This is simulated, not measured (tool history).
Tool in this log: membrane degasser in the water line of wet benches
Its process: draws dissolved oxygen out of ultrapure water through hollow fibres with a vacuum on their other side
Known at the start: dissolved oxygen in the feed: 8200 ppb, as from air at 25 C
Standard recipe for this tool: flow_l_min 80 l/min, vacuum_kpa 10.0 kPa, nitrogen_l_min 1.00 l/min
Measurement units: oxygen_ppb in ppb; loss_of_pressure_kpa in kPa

run	hour	flow_l_min	vacuum_kpa	nitrogen_l_min	oxygen_ppb	loss_of_pressure_kpa
1	0.0	80	10.0	1.00	866.7	39.49
2	56.7	80	10.0	1.00	866.0	39.67
3	121.8	80	9.5	1.00	819.8	39.49
4	180.9	80	11.3	1.00	1016.4	39.31
5	235.3	80	11.3	1.00	1016.5	39.25
6	296.5	99	11.3	1.00	1161.2	49.09
7	343.3	99	11.3	1.00	1141.4	48.43
8	384.8	99	11.3	1.00	1160.4	48.80
9	447.8	99	11.3	1.00	1159.6	48.64
10	488.2	80	6.3	1.00	426.8	39.53
11	554.9	80	6.3	1.00	428.6	39.28
12	592.2	80	6.3	1.00	433.2	39.25
13	635.7	80	6.3	1.00	428.0	39.31
14	685.6	80	6.3	1.00	427.5	39.47
15	724.5	80	6.3	1.00	427.7	39.33
16	787.9	80	6.3	1.00	431.6	39.69
17	829.8	80	6.3	1.12	401.4	39.68
18	860.0	80	6.3	1.12	398.5	39.55
19	928.9	80	6.3	1.12	401.4	39.62
20	970.8	69	21.3	0.48	2754.7	34.08
21	1003.9	63	21.3	0.78	2019.1	30.90
22	1070.3	63	21.3	0.78	2026.5	31.32
23	1101.1	83	8.6	1.97	454.7	40.82
24	1152.4	83	8.6	1.97	452.7	41.11
# hour 1182.9: vacuum gauge calibrated
25	1218.1	98	16.1	0.70	2027.2	48.66
26	1279.4	66	20.1	0.70	2071.8	32.61
27	1339.1	66	13.4	0.70	1346.3	32.72
28	1394.4	50	22.6	0.45	2498.2	24.81

Run 29, settings as shown, results not yet in. Your forecast:
29	1440.6	115	23.1	2.26	?	?

{"run 29": {"oxygen_ppb": 1638.4, "loss_of_pressure_kpa": 56.79}}
On a tool with no hidden condition, and with the same random variation, this run would have come out at oxygen_ppb 1638.9 ppb, loss_of_pressure_kpa 55.99 kPa.

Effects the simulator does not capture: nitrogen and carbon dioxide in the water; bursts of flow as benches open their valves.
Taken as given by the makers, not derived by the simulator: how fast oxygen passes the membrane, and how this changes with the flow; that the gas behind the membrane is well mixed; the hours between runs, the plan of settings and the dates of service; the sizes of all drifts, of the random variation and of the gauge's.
